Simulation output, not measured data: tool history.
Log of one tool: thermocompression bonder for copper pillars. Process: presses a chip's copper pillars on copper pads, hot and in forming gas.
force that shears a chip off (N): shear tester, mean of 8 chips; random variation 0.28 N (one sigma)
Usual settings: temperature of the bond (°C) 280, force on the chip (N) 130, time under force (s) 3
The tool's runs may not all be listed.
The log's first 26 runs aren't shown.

| run | hour | temperature of the bond (°C) | force on the chip (N) | time under force (s) | force that shears a chip off (N) |
|---|---|---|---|---|---|
| 27 | 1341.4 | 307 | 81 | 4 | 58.1 |
|  | 1350.4 | forming gas filter changed |
| 28 | 1401.6 | 288 | 130 | 2 | 57.8 |
| 29 | 1430.5 | 274 | 113 | 8 | 69.7 |
| 30 | 1474.4 | 274 | 189 | 5 | 90.4 |
| 31 | 1512.5 | 306 | 94 | 5 | 72.6 |
| 32 | 1579.2 | 303 | 94 | 5 | 70.4 |
| 33 | 1633.4 | 303 | 132 | 2 | 69.8 |
| 34 | 1683.4 | 258 | 121 | 2 | 34.3 |
| 35 | 1734.5 | 272 | 105 | 8 | 62.5 |
| 36 | 1775.6 | 270 | 105 | 5 | 51.5 |
|  | 1799.1 | forming gas filter changed |
| 37 | 1829.8 | 308 | 81 | 3 | 54.7 |
| 38 | 1884.4 | 280 | 179 | 3 | 81.3 |
| 39 | 1941.9 | 272 | 93 | 8 | 56.4 |
| 40 | 1983.2 | 280 | 130 | 5 | 72.6 |

3 options for the next run, each taken on its own from the tool as it stands now. Forecast them:
| A | 2046.4 | 278 | 175 | 8 | ? |
| B | 2046.4 | 297 | 83 | 5 | ? |
| C | 2046.4 | 280 | 130 | 4 | ? |

| run | force that shears a chip off (N) |
|---|---|
| A | 99.2 |
| B | 58.3 |
| C | 67.0 |
With no hidden state in the tool, these same runs would have given:
| run | force that shears a chip off (N) |
|---|---|
| A | 98.9 |
| B | 57.6 |
| C | 66.0 |
